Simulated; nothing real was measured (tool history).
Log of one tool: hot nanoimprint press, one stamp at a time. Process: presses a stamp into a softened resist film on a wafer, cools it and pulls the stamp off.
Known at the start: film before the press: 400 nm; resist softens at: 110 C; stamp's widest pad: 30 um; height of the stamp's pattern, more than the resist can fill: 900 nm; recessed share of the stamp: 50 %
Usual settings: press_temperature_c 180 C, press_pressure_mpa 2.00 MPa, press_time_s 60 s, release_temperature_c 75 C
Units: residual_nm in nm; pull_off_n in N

| run | hour | press_temperature_c | press_pressure_mpa | press_time_s | release_temperature_c | residual_nm | pull_off_n |
|---|---|---|---|---|---|---|---|
| 1 | 0.0 | 180 | 2.00 | 60 | 75 | 151.9 | 123 |
| 2 | 48.3 | 180 | 1.61 | 60 | 75 | 172.4 | 131 |
| 3 | 128.4 | 180 | 2.00 | 60 | 75 | 155.2 | 135 |
|  | 161.9 | plate thermocouple calibrated |
| 4 | 185.1 | 180 | 2.00 | 60 | 75 | 161.5 | 152 |
| 5 | 242.9 | 180 | 2.00 | 60 | 75 | 162.8 | 159 |
| 6 | 285.0 | 180 | 2.00 | 60 | 75 | 164.0 | 171 |
| 7 | 320.5 | 180 | 2.00 | 60 | 75 | 166.2 | 174 |
| 8 | 391.3 | 180 | 2.00 | 60 | 75 | 168.3 | 182 |
| 9 | 438.3 | 180 | 2.00 | 60 | 75 | 168.2 | 191 |
|  | 464.5 | plate thermocouple calibrated, once more |
|  | 475.2 | stamp cleaned and given a new release coat |
| 10 | 482.9 | 180 | 2.00 | 72 | 75 | 136.3 | 122 |
| 11 | 565.1 | 180 | 2.00 | 72 | 75 | 136.9 | 135 |
| 12 | 613.3 | 180 | 2.00 | 60 | 82 | 147.9 | 115 |
| 13 | 688.6 | 180 | 2.00 | 60 | 82 | 149.6 | 124 |
| 14 | 727.3 | 180 | 2.00 | 60 | 72 | 149.7 | 164 |
| 15 | 791.6 | 180 | 2.00 | 60 | 72 | 150.9 | 177 |
| 16 | 852.1 | 180 | 2.00 | 60 | 72 | 153.6 | 192 |
| 17 | 896.7 | 180 | 1.55 | 60 | 62 | 175.0 | 240 |
|  | 949.0 | stamp cleaned and given a new release coat |
| 18 | 968.8 | 170 | 2.34 | 60 | 75 | 231.1 | 131 |
| 19 | 1030.0 | 170 | 2.34 | 60 | 75 | 232.0 | 138 |
| 20 | 1077.7 | 168 | 1.74 | 41 | 70 | 307.0 | 161 |
| 21 | 1117.1 | 170 | 2.59 | 41 | 62 | 251.6 | 193 |
| 22 | 1165.2 | 179 | 2.00 | 84 | 75 | 149.4 | 156 |
|  | 1239.4 | plate thermocouple calibrated |
| 23 | 1245.8 | 179 | 2.00 | 84 | 75 | 135.1 | 162 |
| 24 | 1308.0 | 179 | 2.00 | 84 | 75 | 136.8 | 170 |
| 25 | 1342.6 | 186 | 1.26 | 60 | 74 | 145.0 | 169 |
| 26 | 1412.6 | 186 | 1.26 | 60 | 74 | 145.7 | 185 |
|  | 1424.0 | stamp cleaned and given a new release coat |
| 27 | 1453.8 | 186 | 1.26 | 60 | 74 | 146.9 | 130 |
| 28 | 1531.5 | 185 | 1.75 | 107 | 74 | 104.0 | 137 |
| 29 | 1586.1 | 185 | 1.75 | 107 | 74 | 105.0 | 146 |
|  | 1631.8 | press's hydraulic seals changed and the load cell set to zero |
| 30 | 1667.8 | 181 | 2.00 | 60 | 67 | 142.7 | 186 |
| 31 | 1701.3 | 191 | 2.00 | 47 | 75 | 102.0 | 155 |

Measured less the same run without the tool's hidden state. The same run-to-run variation is in both; the gauge's scatter may not be:
The hidden state here: true temperature over the reading, C; pressure that arrives at the usual setting, %; grip of the stamp's worn release coat, % over a new coat's; drift of the gauge itself on residual_nm, %; drift of the gauge itself on pull_off_n, %.
| run | residual_nm | pull_off_n |
|---|---|---|
| 1 | +10.0 | +4 |
| 2 | +12.0 | +11 |
| 3 | +12.8 | +21 |
| 4 | +20.1 | +33 |
| 5 | +21.5 | +41 |
| 6 | +22.6 | +49 |
| 7 | +23.5 | +54 |
| 8 | +25.2 | +64 |
| 9 | +26.2 | +73 |
| 10 | +3.2 | +2 |
| 11 | +4.7 | +13 |
| 12 | +5.9 | +16 |
| 13 | +7.5 | +26 |
| 14 | +8.3 | +38 |
| 15 | +9.6 | +48 |
| 16 | +11.0 | +61 |
| 17 | +12.4 | +81 |
| 18 | +20.0 | +8 |
| 19 | +22.0 | +16 |
| 20 | +20.9 | +25 |
| 21 | +25.7 | +35 |
| 22 | +17.1 | +36 |
| 23 | +3.4 | +38 |
| 24 | +4.6 | +48 |
| 25 | +4.0 | +53 |
| 26 | +5.2 | +65 |
| 27 | +5.8 | +6 |
| 28 | +6.1 | +16 |
| 29 | +6.9 | +25 |
| 30 | +6.6 | +40 |
| 31 | +4.7 | +39 |
